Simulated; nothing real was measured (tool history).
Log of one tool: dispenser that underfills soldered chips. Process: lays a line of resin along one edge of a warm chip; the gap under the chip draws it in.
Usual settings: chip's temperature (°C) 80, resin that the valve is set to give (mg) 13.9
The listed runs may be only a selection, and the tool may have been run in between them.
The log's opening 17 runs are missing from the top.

| run | hour | chip's temperature (°C) | resin that the valve is set to give (mg) | time until the resin shows at the far edge (s) | resin that the valve gave (mg) |
|---|---|---|---|---|---|
|  | 137.5 | new syringe of resin |
| 18 | 138.6 | 80 | 13.9 | 104.3 | 13.59 |
| 19 | 146.4 | 65 | 17.1 | 219.4 | 16.69 |
| 20 | 154.3 | 80 | 17 | 159.7 | 16.56 |
|  | 155.6 | new syringe of resin |
|  | 159.8 | dispensing valve cleaned and set on the balance |
| 21 | 163.9 | 80 | 17 | 122.2 | 16.9 |
| 22 | 170.4 | 89 | 16.4 | 105.7 | 16.29 |
|  | 175 | new syringe of resin |
| 23 | 178.2 | 89 | 16.4 | 81.4 | 16.23 |
| 24 | 183.4 | 89 | 16.4 | 94.4 | 16.13 |
| 25 | 191.2 | 89 | 16.4 | 116.2 | 16.13 |
|  | 193.1 | new syringe of resin |
| 26 | 201 | 89 | 13.7 | 93.9 | 13.42 |
| 27 | 209 | 89 | 13.7 | 115.6 | 13.37 |
|  | 211.7 | new syringe of resin |
| 28 | 215.4 | 89 | 13.7 | 81.1 | 13.37 |
| 29 | 221.6 | 91 | 15.4 | 88.5 | 15 |
| 30 | 226 | 67 | 17.7 | 234.9 | 17.16 |
|  | 229.9 | new syringe of resin |
|  | 232.8 | dispensing valve cleaned and set on the balance |
| 31 | 236.9 | 85 | 17.6 | 99.5 | 17.6 |
| 32 | 243.6 | 85 | 17.6 | 117.4 | 17.53 |
|  | 249.3 | new syringe of resin |
| 33 | 251.1 | 89 | 15.7 | 75.2 | 15.57 |
| 34 | 261.4 | 68 | 11.9 | 220.5 | 11.77 |
|  | 267.4 | new syringe of resin |
| 35 | 272.2 | 68 | 11.9 | 185.4 | 11.76 |

Here are 4 independent what-if runs from the current tool condition. What would each one return?
| A | 280.3 | 90 | 17.8 | ? | ? |
| B | 280.3 | 93 | 11.9 | ? | ? |
| C | 280.3 | 83 | 13.9 | ? | ? |
| D | 280.3 | 90 | 17.5 | ? | ? |

| run | time until the resin shows at the far edge (s) | resin that the valve gave (mg) |
|---|---|---|
| A | 96.6 | 17.54 |
| B | 92.9 | 11.68 |
| C | 128.3 | 13.65 |
| D | 97.6 | 17.17 |
Stripped of hidden state, with their random variation kept, the same runs would have yielded:
| run | time until the resin shows at the far edge (s) | resin that the valve gave (mg) |
|---|---|---|
| A | 72.3 | 17.85 |
| B | 69.2 | 11.89 |
| C | 95.9 | 13.9 |
| D | 73.1 | 17.48 |
